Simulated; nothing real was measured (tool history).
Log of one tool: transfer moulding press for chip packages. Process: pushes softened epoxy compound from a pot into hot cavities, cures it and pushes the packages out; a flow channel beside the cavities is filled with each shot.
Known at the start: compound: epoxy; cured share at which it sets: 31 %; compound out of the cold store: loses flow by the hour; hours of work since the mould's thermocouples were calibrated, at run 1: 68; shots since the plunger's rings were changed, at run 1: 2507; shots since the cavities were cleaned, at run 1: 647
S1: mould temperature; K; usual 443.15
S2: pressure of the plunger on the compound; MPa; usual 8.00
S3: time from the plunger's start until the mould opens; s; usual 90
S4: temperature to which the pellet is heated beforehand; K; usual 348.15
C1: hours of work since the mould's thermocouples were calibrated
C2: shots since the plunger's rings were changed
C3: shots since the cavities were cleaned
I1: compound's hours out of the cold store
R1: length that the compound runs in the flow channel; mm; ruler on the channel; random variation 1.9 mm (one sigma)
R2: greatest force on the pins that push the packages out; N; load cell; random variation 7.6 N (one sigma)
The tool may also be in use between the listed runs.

run    hour      S1    S2   S3      S4   C1    C2   C3    I1   R1   R2
  1     0.0  443.15  8.00   90  348.15   68  2507  647  39.2  526  337
        5.8  -- cavities cleaned with cleaning compound and waxed
  2    36.5  443.15  8.00   99  348.15   85  2857  307  39.4  526  270
  3    68.2  443.15  8.00   90  348.15  101  3174  624  41.5  517  319
       79.2  -- cavities cleaned with cleaning compound and waxed
  4   113.4  443.15  8.00   90  348.15  122  3612  343  28.5  565  327
      149.6  -- cavities cleaned with cleaning compound and waxed
  5   149.6  443.15  8.00   90  348.15  139  3958    0  14.7  620  334
      185.2  -- plunger's sealing rings changed
  6   195.1  443.15  8.00   90  348.15  160    99  430  19.0  599  344
  7   218.3  443.15  8.00   90  348.15  171   331  662  46.6  498  308
      224.5  -- cavities cleaned with cleaning compound and waxed
  8   262.4  443.15  8.00   90  348.15  192   758  379  22.5  587  334
  9   292.0  443.15  8.00   90  348.15  206  1054  675  17.4  611  350
      297.6  -- cavities cleaned with cleaning compound and waxed
 10   324.8  443.15  8.00   90  348.15  222  1367  272  38.0  526  330
 11   363.3  443.15  8.00   90  348.15  240  1752  657  39.2  527  313
      369.9  -- cavities cleaned with cleaning compound and waxed
 12   421.6  443.15  7.77   90  348.15  268  2320  517  25.4  565  329
      439.6  -- cavities cleaned with cleaning compound and waxed
 13   447.3  443.15  7.77   90  357.15  280  2563   77  23.8  574  326
 14   502.0  443.15  7.77   78  357.15  306  3109  623  20.2  590  433
      510.8  -- cavities cleaned with cleaning compound and waxed
 15   550.4  436.15  9.42   78  357.15  329  3579  396  33.0  606  652
      581.4  -- cavities cleaned with cleaning compound and waxed
 16   601.9  436.15  9.42   78  357.15  353  4079  205   8.9  711  763
      628.2  -- plunger's sealing rings changed
 17   635.3  439.15  9.42   82  357.15  368    71  514  14.7  683  546
      654.5  -- cavities cleaned with cleaning compound and waxed
 18   686.2  448.15  9.61  119  347.15  392   566  317  37.8  574  257
      726.0  -- cavities cleaned with cleaning compound and waxed
 19   731.7  448.15  7.50  119  353.15  414  1006   58  40.7  499  259
 20   787.5  448.15  6.40  119  353.15  441  1564  616   9.1  571  257
      796.6  -- cavities cleaned with cleaning compound and waxed
 21   816.3  443.15  8.00   90  350.15  454  1837  198  37.7  529  313
      854.7  -- mould's thermocouples calibrated
      869.9  -- cavities cleaned with cleaning compound and waxed
 22   869.9  439.15  8.00   90  350.15    7  2338    0  23.1  591  423
 23   925.0  439.15  8.00   90  350.15   33  2890  552  22.0  599  424
      940.0  -- cavities cleaned with cleaning compound and waxed
 24   959.5  446.15  7.95   96  347.15   50  3220  196  10.2  636  276
 25   982.4  446.15  7.95   96  347.15   61  3448  424  30.3  550  279
     1012.0  -- cavities cleaned with cleaning compound and waxed
 26  1029.1  443.15  8.00   90  348.15   83  3900  170  42.2  515  332
 27  1056.1  443.15  8.00   90  348.15   96  4171  441  28.1  564  341

3 ways to go on from here, each from the tool as it stands after run 27. What would each give?
     1071.0  -- plunger's sealing rings changed
     1084.3  -- cavities cleaned with cleaning compound and waxed
  A  1098.5  443.15  8.00  90  338.15  115  261  143  13.0   ?   ?
     1071.0  -- plunger's sealing rings changed
     1084.3  -- cavities cleaned with cleaning compound and waxed
  B  1098.5  438.15  8.00  90  351.15  115  261  143  38.4   ?   ?
     1071.0  -- plunger's sealing rings changed
     1084.3  -- cavities cleaned with cleaning compound and waxed
  C  1098.5  443.15  6.41  80  346.15  115  261  143  17.9   ?   ?

run   R1   R2
  A  629  351
  B  538  423
  C  541  423
Without the tool's hidden state the same runs would have given:
run   R1   R2
  A  629  349
  B  538  421
  C  541  420
